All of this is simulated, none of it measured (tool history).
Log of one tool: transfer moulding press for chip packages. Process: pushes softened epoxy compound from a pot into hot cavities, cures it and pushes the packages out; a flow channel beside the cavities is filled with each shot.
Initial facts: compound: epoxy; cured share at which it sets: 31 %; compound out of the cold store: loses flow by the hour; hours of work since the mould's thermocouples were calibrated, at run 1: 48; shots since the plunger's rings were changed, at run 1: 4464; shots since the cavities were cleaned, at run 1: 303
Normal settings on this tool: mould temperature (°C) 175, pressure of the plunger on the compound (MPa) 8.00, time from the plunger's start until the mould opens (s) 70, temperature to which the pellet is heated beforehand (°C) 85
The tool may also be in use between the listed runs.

run,hour,mould temperature (°C),pressure of the plunger on the compound (MPa),time from the plunger's start until the mould opens (s),temperature to which the pellet is heated beforehand (°C),hours of work since the mould's thermocouples were calibrated,shots since the plunger's rings were changed,shots since the cavities were cleaned,incoming compound's hours out of the cold store,length that the compound runs in the flow channel (mm),greatest force on the pins that push the packages out (N)
1,0.0,175,8.00,70,85,48,4464,303,13.6,657,538
# hour 37.8: cavities cleaned with cleaning compound and waxed
# hour 62.8: plunger's sealing rings changed
2,62.8,175,8.00,70,85,83,0,280,17.1,676,665
# hour 106.7: cavities cleaned with cleaning compound and waxed
3,146.1,182,8.00,70,85,131,1023,492,15.0,658,426
# hour 170.2: cavities cleaned with cleaning compound and waxed
4,220.3,175,8.00,70,85,173,1932,626,34.1,630,559
# hour 230.7: cavities cleaned with cleaning compound and waxed
# hour 295.5: cavities cleaned with cleaning compound and waxed
5,317.1,175,8.00,70,85,229,3106,271,46.3,604,498
# hour 356.6: cavities cleaned with cleaning compound and waxed
6,403.9,175,8.00,70,85,279,4172,591,30.2,629,574
# hour 420.7: cavities cleaned with cleaning compound and waxed
7,446.8,175,6.78,70,85,303,4690,327,10.0,610,558
# hour 487.3: cavities cleaned with cleaning compound and waxed
# hour 499.0: plunger's sealing rings changed
8,537.7,175,6.78,70,85,354,484,600,8.8,637,613
# hour 551.8: cavities cleaned with cleaning compound and waxed
# hour 593.0: cavities cleaned with cleaning compound and waxed, once more
9,593.0,175,6.78,70,85,385,1137,0,30.5,593,430
# hour 628.3: mould's thermocouples calibrated
# hour 654.8: cavities cleaned with cleaning compound and waxed
10,668.1,175,7.57,70,85,22,2032,165,17.4,645,496
# hour 718.6: cavities cleaned with cleaning compound and waxed
11,757.6,175,7.57,70,85,74,3133,488,47.1,583,550
# hour 784.2: cavities cleaned with cleaning compound and waxed
12,826.5,175,8.00,70,85,114,3976,529,36.7,618,532
# hour 847.3: cavities cleaned with cleaning compound and waxed
13,868.3,175,8.00,70,76,137,4480,262,47.4,593,509
# hour 912.7: cavities cleaned with cleaning compound and waxed
# hour 932.6: plunger's sealing rings changed
14,944.8,175,8.35,54,85,180,152,370,32.5,663,940

Run 15 has not been measured yet. What should we expect?
# hour 983.3: cavities cleaned with cleaning compound and waxed
# hour 1045.6: cavities cleaned with cleaning compound and waxed
15,1045.6,172,8.37,93,82,237,1376,0,13.7,?,?

For run 15 the tool returned length that the compound runs in the flow channel (mm) 702, greatest force on the pins that push the packages out (N) 350.
With the hidden condition absent and the run-to-run variation left alone, this run would have shown length that the compound runs in the flow channel (mm) 710, greatest force on the pins that push the packages out (N) 346.
